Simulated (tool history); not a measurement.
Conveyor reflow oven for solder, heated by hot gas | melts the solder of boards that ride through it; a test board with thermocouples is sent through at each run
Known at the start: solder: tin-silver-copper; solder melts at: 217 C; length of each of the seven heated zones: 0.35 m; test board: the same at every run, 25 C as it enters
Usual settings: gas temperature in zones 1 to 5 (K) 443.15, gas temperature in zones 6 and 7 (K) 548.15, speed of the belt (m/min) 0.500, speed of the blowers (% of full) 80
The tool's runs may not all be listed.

run,hour,gas temperature in zones 1 to 5 (K),gas temperature in zones 6 and 7 (K),speed of the belt (m/min),speed of the blowers (% of full),highest temperature of the board (K),time above the solder's melting point (s)
1,0.0,443.15,548.15,0.500,80,537.95,73.4
2,57.4,443.15,548.15,0.500,80,537.85,73.2
3,92.1,443.15,548.15,0.500,80,537.75,72.7
4,149.3,443.15,538.15,0.500,80,528.65,67.4
5,208.7,443.15,548.15,0.500,80,537.05,72.7
6,238.2,443.15,548.15,0.500,80,537.05,72.7
7,270.2,443.15,548.15,0.500,80,537.15,73.0
8,294.8,443.15,548.15,0.500,80,537.55,72.1
9,324.0,443.15,548.15,0.500,80,537.05,72.5
10,352.6,443.15,548.15,0.500,80,536.45,73.0
# hour 362.3: flux residue cleaned out of gas plates and filters
11,409.9,443.15,548.15,0.500,80,536.75,71.7
# hour 418.3: belt drive overhauled, speed set with a stopwatch
12,471.4,440.15,548.15,0.500,80,535.05,68.6
# hour 519.1: flux residue cleaned out of gas plates and filters, once more
13,533.8,440.15,548.15,0.500,65,534.35,68.1
14,578.2,440.15,548.15,0.500,65,534.25,67.7
15,632.3,443.15,548.15,0.517,80,535.75,67.6
16,688.7,439.15,548.15,0.500,88,536.95,70.1
17,736.7,439.15,548.15,0.500,88,537.45,69.6
18,778.0,439.15,548.15,0.508,69,533.15,66.2
19,806.3,441.15,548.15,0.437,80,539.05,82.9
20,853.3,441.15,548.15,0.437,80,538.35,83.0
21,911.6,441.15,548.15,0.437,80,538.75,82.7
22,953.4,441.15,548.15,0.437,80,538.25,82.8
23,981.7,441.15,548.15,0.437,80,539.35,82.5
24,1006.9,441.15,548.15,0.437,80,538.75,82.4
# hour 1023.0: thermocouples of zones 6 and 7 changed
25,1034.9,445.15,557.15,0.548,80,543.95,68.1
26,1085.1,443.15,560.15,0.500,90,550.45,77.0

Forecast each of these 3 alternatives for the next run:
A,1109.8,443.15,541.15,0.500,90,?,?
B,1109.8,432.15,560.15,0.500,90,?,?
C,1109.8,452.15,548.15,0.437,80,?,?

run,highest temperature of the board (K),time above the solder's melting point (s)
A,532.05,68.8
B,548.25,73.5
C,540.65,88.1
Without the tool's hidden state the same runs would have given:
run,highest temperature of the board (K),time above the solder's melting point (s)
A,533.25,69.4
B,549.65,73.7
C,541.35,87.9

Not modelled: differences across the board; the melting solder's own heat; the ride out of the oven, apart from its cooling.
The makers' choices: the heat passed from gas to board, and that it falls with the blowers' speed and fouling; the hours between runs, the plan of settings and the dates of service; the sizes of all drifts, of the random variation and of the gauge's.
